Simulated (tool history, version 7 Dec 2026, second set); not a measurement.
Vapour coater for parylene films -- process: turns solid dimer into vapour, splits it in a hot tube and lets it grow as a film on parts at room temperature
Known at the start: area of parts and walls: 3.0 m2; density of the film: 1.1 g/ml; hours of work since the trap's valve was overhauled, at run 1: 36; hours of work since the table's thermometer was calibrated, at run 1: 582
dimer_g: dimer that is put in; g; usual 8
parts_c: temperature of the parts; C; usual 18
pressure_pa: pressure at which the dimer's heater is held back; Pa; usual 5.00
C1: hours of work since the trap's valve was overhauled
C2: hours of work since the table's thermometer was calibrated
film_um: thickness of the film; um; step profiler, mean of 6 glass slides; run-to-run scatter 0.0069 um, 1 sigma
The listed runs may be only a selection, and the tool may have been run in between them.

run 1 hour=0.0 | dimer_g=8 parts_c=18 pressure_pa=5.00 | C1=36 C2=582 | film_um=1.108
run 2 hour=74.2 | dimer_g=8 parts_c=18 pressure_pa=5.00 | C1=71 C2=617 | film_um=1.099
run 3 hour=142.0 | dimer_g=8 parts_c=18 pressure_pa=5.00 | C1=103 C2=649 | film_um=1.085
run 4 hour=178.0 | dimer_g=8 parts_c=18 pressure_pa=5.00 | C1=120 C2=666 | film_um=1.083
run 5 hour=245.5 | dimer_g=8 parts_c=18 pressure_pa=5.00 | C1=151 C2=698 | film_um=1.069
run 6 hour=311.8 | dimer_g=8 parts_c=18 pressure_pa=5.00 | C1=183 C2=730 | film_um=1.047
run 7 hour=354.2 | dimer_g=8 parts_c=18 pressure_pa=5.00 | C1=203 C2=750 | film_um=1.044
run 8 hour=404.3 | dimer_g=8 parts_c=18 pressure_pa=5.00 | C1=226 C2=773 | film_um=1.050
run 9 hour=472.0 | dimer_g=8 parts_c=18 pressure_pa=5.00 | C1=258 C2=805 | film_um=1.030
run 10 hour=535.7 | dimer_g=8 parts_c=18 pressure_pa=5.00 | C1=288 C2=835 | film_um=1.033
run 11 hour=573.4 | dimer_g=8 parts_c=15 pressure_pa=5.00 | C1=306 C2=853 | film_um=1.134
run 12 hour=633.3 | dimer_g=8 parts_c=18 pressure_pa=3.60 | C1=334 C2=881 | film_um=1.050
run 13 hour=704.0 | dimer_g=9 parts_c=18 pressure_pa=5.00 | C1=368 C2=915 | film_um=1.140
run 14 hour=772.4 | dimer_g=11 parts_c=18 pressure_pa=5.00 | C1=400 C2=947 | film_um=1.370
run 15 hour=810.1 | dimer_g=8 parts_c=26 pressure_pa=5.00 | C1=418 C2=965 | film_um=0.762
-- hour=846.0 trap's valve overhauled
run 16 hour=878.7 | dimer_g=10 parts_c=29 pressure_pa=2.79 | C1=15 C2=995 | film_um=0.993

Estimate the outcome of run 17 from the log above:
run 17 hour=945.8 | dimer_g=4 parts_c=28 pressure_pa=8.65 | C1=47 C2=1027 | film_um=?

Run 17 produced film_um 0.378 um.
Take away the tool's hidden state, keep the run-to-run variation as it was, and the same run would have given film_um 0.388 um.
